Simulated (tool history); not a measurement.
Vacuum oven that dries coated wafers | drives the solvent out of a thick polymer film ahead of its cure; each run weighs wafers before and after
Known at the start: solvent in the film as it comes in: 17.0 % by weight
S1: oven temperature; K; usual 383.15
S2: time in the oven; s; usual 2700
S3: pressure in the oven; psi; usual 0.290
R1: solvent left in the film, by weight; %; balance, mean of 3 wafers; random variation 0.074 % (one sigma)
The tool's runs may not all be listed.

run	hour	S1	S2	S3	R1
1	0.0	383.15	2700	0.290	5.54
2	46.5	383.15	2700	0.290	5.58
3	98.3	383.15	2700	0.290	5.63
4	130.3	383.15	2700	0.290	5.83
5	183.4	383.15	2460	0.290	6.01
6	236.7	391.15	2700	0.290	3.47
7	281.1	383.15	3240	0.290	5.19
8	351.5	376.15	3240	0.290	7.37
9	396.8	376.15	3240	0.290	7.68
10	471.0	383.15	2700	0.290	6.00
11	517.4	383.15	2700	0.290	5.93
12	574.5	383.15	2700	0.290	5.90
13	608.1	383.15	2700	0.769	10.29
14	665.9	383.15	2700	0.290	5.93
15	705.9	383.15	2700	0.290	6.04
16	763.7	383.15	2700	0.290	6.04
17	804.0	383.15	2700	0.290	5.91
18	845.7	383.15	1620	0.290	7.98
19	882.2	382.15	2700	0.290	6.44
20	935.9	383.15	2100	0.290	7.09
21	1011.7	369.15	2700	0.290	11.00
22	1045.4	371.15	2700	0.290	10.32
23	1122.2	371.15	2700	0.212	9.64
24	1189.8	383.15	2700	0.290	6.24
25	1266.2	383.15	1560	0.183	7.66
26	1313.6	383.15	1560	0.225	7.92
27	1350.5	383.15	2220	0.473	8.62
28	1416.4	383.15	3720	0.529	7.60
29	1455.5	383.15	3660	0.529	7.97
30	1489.7	381.15	2700	0.374	7.80
31	1564.7	392.15	2700	0.374	4.43
32	1618.1	392.15	2700	0.374	4.52
33	1690.8	383.15	2220	0.305	7.04
34	1741.2	383.15	2520	0.267	6.44
35	1775.3	383.15	4080	0.528	7.56
36	1851.9	383.15	4080	0.528	7.50
37	1894.7	383.15	2700	0.290	6.47
38	1933.2	388.15	4440	0.619	6.84
39	1973.8	383.15	3720	0.290	5.53
40	2015.9	383.15	3720	0.290	5.52
41	2091.6	393.15	3420	0.226	2.88
42	2140.5	393.15	3420	0.226	2.87
43	2204.9	379.15	2700	0.290	8.01
44	2270.1	379.15	2640	0.935	13.73
45	2325.8	379.15	2640	0.935	13.73
46	2383.0	389.15	2640	0.935	9.56
47	2419.2	389.15	2640	0.935	9.83

Not shown: 3 entries that the log had between the listed runs. Between which runs, and how does the tool's hidden state differ before and after?
Between runs 27 and 28: oven's thermocouples calibrated (hour 1363.0)
  true wafer temperature over the reading, C: -1.07 -> -1.35; true pressure over the reading, kPa: 0.32 -> 0.336
  measured less the result without the state, R1: +0.78 -> +0.92 %
Between runs 30 and 31: oven's thermocouples calibrated, once more (hour 1535.2)
  true wafer temperature over the reading, C: -1.39 -> -0.94; true pressure over the reading, kPa: 0.354 -> 0.37
  measured less the result without the state, R1: +0.97 -> +0.64 %
Between runs 43 and 44: vacuum gauge cleaned of residue and calibrated (hour 2224.7)
  true wafer temperature over the reading, C: -1.26 -> -1.29; true pressure over the reading, kPa: 0.522 -> 0.017
  measured less the result without the state, R1: +1.17 -> +0.55 %
